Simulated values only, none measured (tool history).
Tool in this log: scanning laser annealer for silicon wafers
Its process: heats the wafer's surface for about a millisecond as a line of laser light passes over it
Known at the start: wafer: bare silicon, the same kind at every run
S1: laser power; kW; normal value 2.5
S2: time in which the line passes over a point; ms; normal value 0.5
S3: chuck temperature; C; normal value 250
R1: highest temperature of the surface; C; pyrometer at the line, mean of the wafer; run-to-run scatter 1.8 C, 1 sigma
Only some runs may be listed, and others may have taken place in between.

run,hour,S1,S2,S3,R1
1,0,2.5,0.5,250,977
2,8.5,2.5,0.5,250,979
3,18.9,2.5,0.374,250,890
4,24.5,2.5,0.374,250,889
5,35.8,2.5,0.556,250,1015
6,45.5,2.5,0.356,250,872
7,55,2.5,0.356,250,870
8,64.9,2.5,0.356,264,883
9,72.5,2.5,0.5,250,974
10,80.1,2.5,0.5,250,975
11,89.4,2.5,0.5,250,975
12,101.3,2.5,0.5,250,968
13,110.7,2.5,0.5,250,973
14,118.1,2.5,0.5,250,975
15,123.3,2.673,0.5,250,1036
16,134.5,2.5,0.5,241,967
17,145.6,2.5,0.5,241,963
18,158.5,2.5,0.5,241,963
19,168.8,2.5,0.5,250,971
20,180.8,2.5,0.5,250,970
21,186.9,2.5,0.5,250,969
22,195.3,2.5,0.41,250,908
23,208,2.5,0.617,250,1040
24,213.3,2.427,0.5,246,939
25,219.5,2.5,0.389,252,894
26,229.2,2.5,0.389,252,893
27,235.5,2.721,0.583,270,1126
28,243.8,2.549,0.583,270,1060

Expected results for the next run?
# hour 246.8: window over the wafer cleaned
29,254.6,2.126,0.583,216,?

Logged for run 29: R1 846 C.
The same run, on a tool lacking any hidden state, would have yielded R1 860 C.
